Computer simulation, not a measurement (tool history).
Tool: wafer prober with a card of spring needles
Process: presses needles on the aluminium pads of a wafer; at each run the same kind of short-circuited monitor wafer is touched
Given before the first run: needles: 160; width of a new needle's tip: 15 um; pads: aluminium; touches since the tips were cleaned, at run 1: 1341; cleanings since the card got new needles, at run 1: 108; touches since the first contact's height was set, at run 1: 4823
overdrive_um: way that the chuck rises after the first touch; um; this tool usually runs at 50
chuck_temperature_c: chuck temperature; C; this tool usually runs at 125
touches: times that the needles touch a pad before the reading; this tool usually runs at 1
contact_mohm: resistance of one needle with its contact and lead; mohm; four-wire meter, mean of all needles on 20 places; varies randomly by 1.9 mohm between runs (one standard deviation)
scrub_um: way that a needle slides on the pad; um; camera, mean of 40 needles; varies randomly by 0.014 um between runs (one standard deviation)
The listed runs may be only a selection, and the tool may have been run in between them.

run,day,overdrive_um,chuck_temperature_c,touches,touches since the tips were cleaned,cleanings since the card got new needles,touches since the first contact's height was set,contact_mohm,scrub_um
1,0,50,125,1,1341,108,4823,276,10.91
# day 0.767: tips cleaned on abrasive film
# day 1.725: tips cleaned on abrasive film
2,1.9,62,125,1,1571,110,22013,253,13.49
# day 2.629: tips cleaned on abrasive film
# day 3.562: tips cleaned on abrasive film
# day 4.512: tips cleaned on abrasive film
3,5.083,62,125,1,5197,113,50842,290,13.42
# day 5.471: tips cleaned on abrasive film
# day 6.388: tips cleaned on abrasive film
# day 7.138: height of the first contact set anew
# day 7.333: tips cleaned on abrasive film
4,7.938,50,67,1,5509,116,7230,337,10.74
# day 8.133: tips cleaned on abrasive film
# day 8.904: tips cleaned on abrasive film
# day 9.675: tips cleaned on abrasive film
5,9.892,50,67,1,1960,119,24858,299,10.66
# day 10.467: tips cleaned on abrasive film
# day 11.4: tips cleaned on abrasive film
# day 12.171: tips cleaned on abrasive film
# day 13.017: tips cleaned on abrasive film
6,13.017,50,67,1,0,123,53139,214,10.57
# day 13.762: height of the first contact set anew, once more
# day 13.946: tips cleaned on abrasive film
# day 14.871: tips cleaned on abrasive film
7,15.358,50,67,1,4417,125,14429,329,10.9
# day 15.746: tips cleaned on abrasive film
# day 16.7: tips cleaned on abrasive film
# day 17.662: tips cleaned on abrasive film
8,17.988,63,125,1,2965,128,38228,283,13.68
# day 18.567: tips cleaned on abrasive film
# day 19.433: tips cleaned on abrasive film
9,19.771,50,125,1,3060,130,54348,319,10.81
# day 20.35: tips cleaned on abrasive film
# day 21.296: tips cleaned on abrasive film
# day 21.5: height of the first contact set anew
# day 22.079: tips cleaned on abrasive film
10,22.096,50,125,1,140,133,5363,231,10.91
# day 22.867: tips cleaned on abrasive film
# day 23.638: tips cleaned on abrasive film
11,23.638,50,125,1,0,135,19304,221,10.84
# day 24.571: tips cleaned on abrasive film
# day 25.342: tips cleaned on abrasive film
12,25.838,50,125,1,4507,137,39214,349,10.84
# day 26.221: tips cleaned on abrasive film
# day 27.083: tips cleaned on abrasive film
13,27.488,50,125,1,3681,139,54169,332,10.77
# day 28.029: tips cleaned on abrasive film
# day 28.938: tips cleaned on abrasive film
# day 29.142: height of the first contact set anew
14,29.404,50,125,1,4159,141,2416,329,10.92
# day 29.792: tips cleaned on abrasive film
# day 30.688: tips cleaned on abrasive film
# day 31.646: tips cleaned on abrasive film
15,31.796,50,33,1,1352,144,24033,284,10.91
# day 32.525: tips cleaned on abrasive film
16,33.229,49,56,2,6379,145,37004,293,10.67
# day 33.421: tips cleaned on abrasive film
# day 34.346: tips cleaned on abrasive film
17,35.05,50,125,2,6419,147,53510,293,10.85
# day 35.246: tips cleaned on abrasive film
# day 36.183: tips cleaned on abrasive film
18,36.625,50,125,2,4049,149,67760,286,10.8
# day 36.829: height of the first contact set anew
# day 36.975: tips cleaned on abrasive film
# day 37.867: tips cleaned on abrasive film
19,38.117,50,86,1,2304,151,11631,324,10.89
# day 38.671: tips cleaned on abrasive film
# day 39.517: tips cleaned on abrasive film
# day 40.408: tips cleaned on abrasive film
20,40.717,50,86,1,2796,154,35143,318,10.84
# day 41.296: tips cleaned on abrasive film
# day 42.233: tips cleaned on abrasive film
# day 43.15: tips cleaned on abrasive film
21,43.504,46,125,2,3222,157,60378,302,9.92
# day 44.083: tips cleaned on abrasive film
# day 44.583: card fitted with new needles
# day 45.462: tips cleaned on abrasive film
22,45.504,36,113,2,378,1,8342,231,7.83
# day 46.371: tips cleaned on abrasive film
# day 47.271: tips cleaned on abrasive film
# day 48.217: tips cleaned on abrasive film
23,48.812,50,125,1,5400,4,38281,303,10.85
# day 49.008: tips cleaned on abrasive film
# day 49.912: tips cleaned on abrasive film
# day 50.846: tips cleaned on abrasive film
24,51.096,34,28,3,2270,7,58943,257,7.31
# day 51.654: tips cleaned on abrasive film
# day 52.204: height of the first contact set anew
# day 52.592: tips cleaned on abrasive film
# day 53.483: tips cleaned on abrasive film
25,53.654,50,125,1,1562,10,13110,257,10.89
# day 54.317: tips cleaned on abrasive film
# day 55.221: tips cleaned on abrasive film
# day 56.175: tips cleaned on abrasive film
26,56.312,33,89,2,1239,13,37137,275,7.11
# day 57.079: tips cleaned on abrasive film
# day 57.85: tips cleaned on abrasive film
# day 58.792: tips cleaned on abrasive film
27,59.329,33,89,2,4858,16,64446,326,7.07
# day 59.712: tips cleaned on abrasive film
# day 59.917: height of the first contact set anew
# day 60.608: tips cleaned on abrasive film
# day 61.546: tips cleaned on abrasive film
28,61.867,64,42,2,2923,19,17644,229,13.97

Expected results for the next run?
# day 62.383: tips cleaned on abrasive film
# day 63.154: tips cleaned on abrasive film
29,63.529,64,42,2,3394,21,32669,?,?

Run 29 produced contact_mohm 229 mohm, scrub_um 13.93 um.
Were there no unlogged condition in the tool, this run, its random variation unchanged, would have produced contact_mohm 189 mohm, scrub_um 14.01 um.

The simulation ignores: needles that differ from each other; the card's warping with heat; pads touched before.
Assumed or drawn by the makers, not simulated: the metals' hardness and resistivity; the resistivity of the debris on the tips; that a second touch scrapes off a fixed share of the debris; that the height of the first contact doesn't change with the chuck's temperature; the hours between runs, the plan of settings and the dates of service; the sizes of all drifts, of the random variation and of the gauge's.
